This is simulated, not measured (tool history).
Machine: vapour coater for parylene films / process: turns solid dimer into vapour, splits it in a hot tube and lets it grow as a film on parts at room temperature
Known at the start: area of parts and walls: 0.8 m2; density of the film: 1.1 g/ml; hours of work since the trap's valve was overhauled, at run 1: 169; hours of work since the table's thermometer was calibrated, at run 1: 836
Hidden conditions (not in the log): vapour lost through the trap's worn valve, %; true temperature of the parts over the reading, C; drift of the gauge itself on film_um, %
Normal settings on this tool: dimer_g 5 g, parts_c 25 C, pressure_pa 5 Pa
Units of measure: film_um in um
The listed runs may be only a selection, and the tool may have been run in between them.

run     day  dimer_g  parts_c  pressure_pa  hours of work since the trap's valve was overhauled  hours of work since the table's thermometer was calibrated  film_um
  1       0        5       25            5                                                  169                                                         836     3.95
  2   1.679        5       25            5                                                  186                                                         853     3.94
  3   4.542        5       25            5                                                  215                                                         883     3.94
  4   6.983        3       25            5                                                  240                                                         908     2.33
  5   8.604        5       21            5                                                  257                                                         924     4.29
  6  11.475        5       21            5                                                  286                                                         954     4.24
  7  13.629        5       22            5                                                  308                                                         976     4.11
  8  15.292        5       24            5                                                  325                                                         993     3.96
  9  16.642        5       24         5.95                                                  339                                                        1007     3.88
 10    18.2        5       24         5.95                                                  355                                                        1023     3.86
 11  19.525        5       24         5.95                                                  369                                                        1036     3.82
 12  22.083        5       24         5.95                                                  395                                                        1063     3.84
 13  24.738        5       24         5.95                                                  422                                                        1090     3.82
 14  26.721        3       19            5                                                  443                                                        1110      2.6
 15  28.825        3       17         5.13                                                  464                                                        1132     2.71
 16  31.292        8       20            5                                                  490                                                        1157     6.75
 17  33.754        8       20            5                                                  515                                                        1182     6.72
     34.996  -- trap's valve overhauled
 18  35.971        7       25         6.06                                                   10                                                        1203      5.5
 19  38.717        7       25        10.44                                                   38                                                        1232     5.14
 20  40.675        9       17         4.08                                                   58                                                        1252     8.79
 21  41.871        2       17         2.04                                                   71                                                        1264      2.1
 22  43.488        2       17         2.04                                                   87                                                        1281      2.1
 23  46.304        8       25         4.38                                                  116                                                        1310     6.45
 24   47.55        2       27         4.28                                                  129                                                        1322     1.54

4 options for the next run, each taken on its own from the tool as it stands now. Forecast them:
  A  49.304        3       37         2.18                                                  147                                                        1340        ?
  B  49.304        5       27          6.9                                                  147                                                        1340        ?
  C  49.304        4       22         2.75                                                  147                                                        1340        ?
  D  49.304        7       20         3.66                                                  147                                                        1340        ?

run  film_um
  A     1.98
  B     3.63
  C      3.6
  D      6.4
What these runs would have given with no unlogged condition in the tool:
run  film_um
  A     2.07
  B     3.79
  C     3.77
  D     6.69
